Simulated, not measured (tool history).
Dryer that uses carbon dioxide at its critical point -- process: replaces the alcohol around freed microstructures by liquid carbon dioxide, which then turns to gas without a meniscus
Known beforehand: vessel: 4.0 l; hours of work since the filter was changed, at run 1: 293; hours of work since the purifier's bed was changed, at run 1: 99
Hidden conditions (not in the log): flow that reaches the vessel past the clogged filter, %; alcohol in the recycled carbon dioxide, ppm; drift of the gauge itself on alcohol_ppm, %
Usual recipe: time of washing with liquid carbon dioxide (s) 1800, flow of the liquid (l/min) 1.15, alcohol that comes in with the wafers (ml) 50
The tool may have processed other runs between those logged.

run	hour	time of washing with liquid carbon dioxide (s)	flow of the liquid (l/min)	alcohol that comes in with the wafers (ml)	hours of work since the filter was changed	hours of work since the purifier's bed was changed	alcohol left in the vessel before it's heated (ppm by volume)
1	0	1800	1.15	50	293	99	54
2	14.7	1800	1.77	50	298	104	13
3	29	1800	1.44	50	303	108	28
4	42	1800	1.44	50	307	113	27
5	63	1800	1.44	50	314	120	25
6	77	1800	1.44	50	319	124	21
7	100.3	1800	1.44	50	327	132	25
8	127.1	1800	1.44	50	335	141	29
9	145.8	1800	1.44	50	342	147	29
10	163.5	1380	1.44	50	348	153	73
11	178.6	1380	1.44	50	353	158	71
12	201	1380	1.44	50	360	166	69
13	216.4	2400	1.47	102	365	171	8
14	243.1	2400	1.47	102	374	180	25
15	260.7	2400	1.47	102	380	186	21
16	272.2	1920	1.45	50	384	189	32
17	292.4	1920	1.45	39	391	196	22
18	310.6	1920	0.75	39	397	202	241
19	337.4	2520	0.72	50	406	211	134
20	364.3	2640	1.08	27	415	220	26
21	377.9	2280	1.15	86	419	225	54

Each row is a separate what-if for the run after 21, all from the same tool condition, not one after another. Results?
# hour 389.4: inlet filter changed
A	395	1260	1.68	43	2	230	?
# hour 389.4: inlet filter changed
B	395	2280	1.15	85	2	230	?
# hour 389.4: inlet filter changed
C	395	1140	0.89	50	2	230	?

run	alcohol left in the vessel before it's heated (ppm by volume)
A	43
B	34
C	646
With the hidden condition removed and each run's random variation left untouched, the same runs would have given:
run	alcohol left in the vessel before it's heated (ppm by volume)
A	21
B	13
C	622
